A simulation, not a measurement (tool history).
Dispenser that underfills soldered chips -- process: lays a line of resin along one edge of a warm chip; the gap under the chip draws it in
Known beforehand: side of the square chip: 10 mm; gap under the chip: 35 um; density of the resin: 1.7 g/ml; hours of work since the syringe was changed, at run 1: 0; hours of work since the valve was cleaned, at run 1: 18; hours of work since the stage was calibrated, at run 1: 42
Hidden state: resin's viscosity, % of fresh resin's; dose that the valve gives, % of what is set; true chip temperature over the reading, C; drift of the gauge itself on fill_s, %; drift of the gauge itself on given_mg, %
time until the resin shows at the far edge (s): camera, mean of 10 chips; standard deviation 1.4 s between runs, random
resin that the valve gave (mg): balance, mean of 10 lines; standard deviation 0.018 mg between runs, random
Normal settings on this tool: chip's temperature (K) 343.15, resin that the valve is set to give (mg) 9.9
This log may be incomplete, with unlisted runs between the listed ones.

| run | hour | chip's temperature (K) | resin that the valve is set to give (mg) | hours of work since the syringe was changed | hours of work since the valve was cleaned | hours of work since the stage was calibrated | time until the resin shows at the far edge (s) | resin that the valve gave (mg) |
|---|---|---|---|---|---|---|---|---|
| 1 | 0 | 343.15 | 9.9 | 0 | 18 | 42 | 144.5 | 9.74 |
| 2 | 3.6 | 343.15 | 9.9 | 3 | 21 | 45 | 166.2 | 9.71 |
| 3 | 9 | 343.15 | 9.9 | 7 | 25 | 49 | 212.6 | 9.7 |
| 4 | 12.6 | 343.15 | 9.9 | 10 | 28 | 52 | 256.3 | 9.68 |
|  | 13.4 | new syringe of resin |
| 5 | 16 | 343.15 | 12.15 | 2 | 30 | 54 | 153.5 | 11.82 |
| 6 | 21.3 | 343.15 | 12.15 | 6 | 34 | 58 | 193.4 | 11.79 |
| 7 | 25.1 | 343.15 | 9.85 | 9 | 37 | 61 | 234 | 9.56 |
|  | 27.2 | new syringe of resin |
| 8 | 30.5 | 343.15 | 9.9 | 2 | 41 | 65 | 164.5 | 9.57 |
| 9 | 33.3 | 343.15 | 9.9 | 5 | 43 | 67 | 181.8 | 9.55 |
| 10 | 36.2 | 343.15 | 9.9 | 7 | 45 | 69 | 207.4 | 9.54 |
|  | 39.4 | dispensing valve cleaned and set on the balance |
| 11 | 41.3 | 343.15 | 9.9 | 10 | 1 | 72 | 248.2 | 9.91 |
|  | 42 | new syringe of resin |
| 12 | 46.5 | 343.15 | 9.9 | 3 | 5 | 76 | 171 | 9.88 |
| 13 | 52.1 | 328.15 | 9.9 | 8 | 9 | 80 | 389.2 | 9.88 |
|  | 56.1 | new syringe of resin |
| 14 | 57.3 | 328.15 | 9.9 | 1 | 13 | 84 | 263.8 | 9.83 |
| 15 | 60.2 | 328.15 | 9.9 | 3 | 15 | 86 | 297.5 | 9.83 |
| 16 | 65.6 | 328.15 | 9.9 | 7 | 19 | 90 | 381.9 | 9.8 |
| 17 | 68.5 | 343.15 | 9.9 | 9 | 22 | 92 | 246.2 | 9.76 |
|  | 70 | new syringe of resin |
| 18 | 74.6 | 343.15 | 9.9 | 3 | 26 | 97 | 171.7 | 9.76 |
| 19 | 77.6 | 343.15 | 9.9 | 6 | 28 | 99 | 196.5 | 9.74 |
| 20 | 80.6 | 328.15 | 12.7 | 8 | 31 | 101 | 392.8 | 12.46 |
|  | 83.7 | new syringe of resin |
| 21 | 83.8 | 328.15 | 12.7 | 0 | 33 | 104 | 248 | 12.45 |
| 22 | 88.1 | 340.15 | 10.13 | 3 | 36 | 107 | 187.3 | 9.91 |
| 23 | 91.2 | 340.15 | 10.13 | 6 | 38 | 109 | 217.8 | 9.87 |
| 24 | 95.8 | 340.15 | 10.13 | 9 | 42 | 113 | 265 | 9.86 |
|  | 97.5 | new syringe of resin |
| 25 | 99.6 | 340.15 | 10.13 | 2 | 45 | 115 | 170.2 | 9.82 |
|  | 103.5 | dispensing valve cleaned and set on the balance |
| 26 | 103.5 | 340.15 | 10.13 | 4 | 0 | 118 | 191.8 | 10.15 |
| 27 | 106.3 | 347.15 | 11.02 | 6 | 2 | 120 | 168.6 | 11.03 |
| 28 | 110.2 | 334.15 | 8.6 | 9 | 5 | 123 | 331.9 | 8.61 |
|  | 112.7 | new syringe of resin |
| 29 | 114.1 | 348.15 | 8.49 | 1 | 8 | 125 | 127.3 | 8.43 |
| 30 | 116.7 | 350.15 | 8.74 | 3 | 10 | 127 | 132.9 | 8.69 |
| 31 | 122.3 | 347.15 | 12.16 | 7 | 14 | 132 | 190.6 | 12.06 |
|  | 126.7 | new syringe of resin |
| 32 | 127.5 | 346.15 | 9.9 | 1 | 18 | 135 | 126.6 | 9.78 |
| 33 | 132.1 | 346.15 | 9.9 | 4 | 21 | 139 | 156 | 9.78 |
| 34 | 135.3 | 351.15 | 11.36 | 7 | 24 | 141 | 149.3 | 11.19 |
| 35 | 138.1 | 356.15 | 11.1 | 9 | 26 | 144 | 142.4 | 10.95 |

Predict each of these 4 candidate next runs independently; none follows another, all start after run 35:
|  | 140.5 | new syringe of resin |
| A | 143.5 | 343.15 | 9.56 | 2 | 30 | 147 | ? | ? |
|  | 140.5 | new syringe of resin |
| B | 143.5 | 334.15 | 9.66 | 2 | 30 | 147 | ? | ? |
|  | 140.5 | new syringe of resin |
| C | 143.5 | 356.15 | 9.93 | 2 | 30 | 147 | ? | ? |
|  | 140.5 | new syringe of resin |
| D | 143.5 | 351.15 | 11.36 | 2 | 30 | 147 | ? | ? |

| run | time until the resin shows at the far edge (s) | resin that the valve gave (mg) |
|---|---|---|
| A | 159.7 | 9.42 |
| B | 221.8 | 9.48 |
| C | 99.5 | 9.75 |
| D | 116.9 | 11.1 |
Take away the tool's hidden state, keep each run's random variation, and the runs would have read:
| run | time until the resin shows at the far edge (s) | resin that the valve gave (mg) |
|---|---|---|
| A | 140.1 | 9.6 |
| B | 194.6 | 9.67 |
| C | 87.4 | 9.94 |
| D | 102.8 | 11.32 |

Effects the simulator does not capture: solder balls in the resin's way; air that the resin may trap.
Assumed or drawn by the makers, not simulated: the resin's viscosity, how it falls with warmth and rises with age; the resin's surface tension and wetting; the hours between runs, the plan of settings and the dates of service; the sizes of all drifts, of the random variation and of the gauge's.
